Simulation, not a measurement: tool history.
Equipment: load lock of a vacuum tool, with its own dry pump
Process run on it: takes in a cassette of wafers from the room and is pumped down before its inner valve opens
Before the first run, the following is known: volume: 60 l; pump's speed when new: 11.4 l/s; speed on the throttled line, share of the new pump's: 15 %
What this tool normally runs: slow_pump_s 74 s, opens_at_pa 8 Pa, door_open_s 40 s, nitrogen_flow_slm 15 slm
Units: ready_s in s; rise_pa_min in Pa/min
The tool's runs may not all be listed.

run,hour,slow_pump_s,opens_at_pa,door_open_s,nitrogen_flow_slm,"incoming humidity of the room's air, %",ready_s,rise_pa_min
1,0,74,8,40,15,43.2,119,0.476
2,246.5,74,8,40,15,48.4,118.7,0.501
3,747.8,74,8,40,15,43.6,119.4,0.546
4,1180.6,74,8,40,15,45.8,120.5,0.598
# hour 1296.3: door's seal changed, seat wiped
5,1627.7,71,8,40,15,46.6,116.9,0.038
6,1915.5,71,8,40,15,41.7,117.2,0.042
7,2245.8,71,8,40,15,44,118.5,0.049
8,2523.3,71,8,40,15,45.3,118.6,0.059
9,2762.3,71,8,40,13,47,118.1,0.072
10,3026.2,71,8,40,13,44.6,118.3,0.081
11,3476.3,71,8,40,13,43.8,118.6,0.099
12,3791.7,71,8,40,13,44.7,117.9,0.113
13,4078.9,71,8,40,13,44.2,118.4,0.124
14,4401.1,71,8,40,13,39.9,119.9,0.127
15,4661.2,71,8,40,13,41.7,118.8,0.152
16,4967.8,71,8,131,13,43.2,119.9,0.199
17,5281.9,71,8,131,13,41.4,119.8,0.212
18,5647.1,74,8,40,15,43.1,122.8,0.212
19,6114.9,74,10,40,15,44.9,120.4,0.246
# hour 6164.6: dry pump taken out, an overhauled one fitted
20,6443.6,74,8,40,29,45.3,115,0.263
21,6853,38,14,33,11,43.1,80.3,0.295
22,7216.9,38,14,33,23,44,80.3,0.311
23,7571.7,74,7,237,15,42.8,115.2,0.398
24,7922.5,80,16,48,15,44.6,116,0.38
25,8347.8,74,6,40,6,42.3,116.2,0.424
26,8588.3,106,13,174,21,40.4,138.7,0.474
27,9069.2,85,7,48,15,46.5,124.8,0.496
28,9483.7,85,7,48,15,43.2,126.3,0.52
# hour 9688.6: door's seal changed, seat wiped
29,9772.3,74,16,40,11,41.8,110.9,0.032
30,10232.8,74,9,124,13,44.6,115.4,0.067
31,10704,112,15,40,31,44.3,144,0.041
32,10946.8,112,15,40,31,45.4,145,0.052
33,11164,64,15,44,31,47.1,104.4,0.057
34,11528.5,139,8,179,44,45.9,171.7,0.099
35,11967.6,115,9,39,17,45.6,150.9,0.093
36,12406.2,136,9,39,17,46.9,167.3,0.116
37,12778.2,74,15,40,31,41.4,113.6,0.125

Forecast each of these 3 alternatives for the next run:
A,13003.7,96,8,40,15,42.7,?,?
B,13003.7,74,8,49,31,45.2,?,?
C,13003.7,74,8,40,42,48.1,?,?

run,ready_s,rise_pa_min
A,135.6,0.147
B,118.3,0.142
C,117.7,0.138
Without the tool's hidden state the same runs would have given:
run,ready_s,rise_pa_min
A,131.5,0.03
B,113.6,0.025
C,113.1,0.021
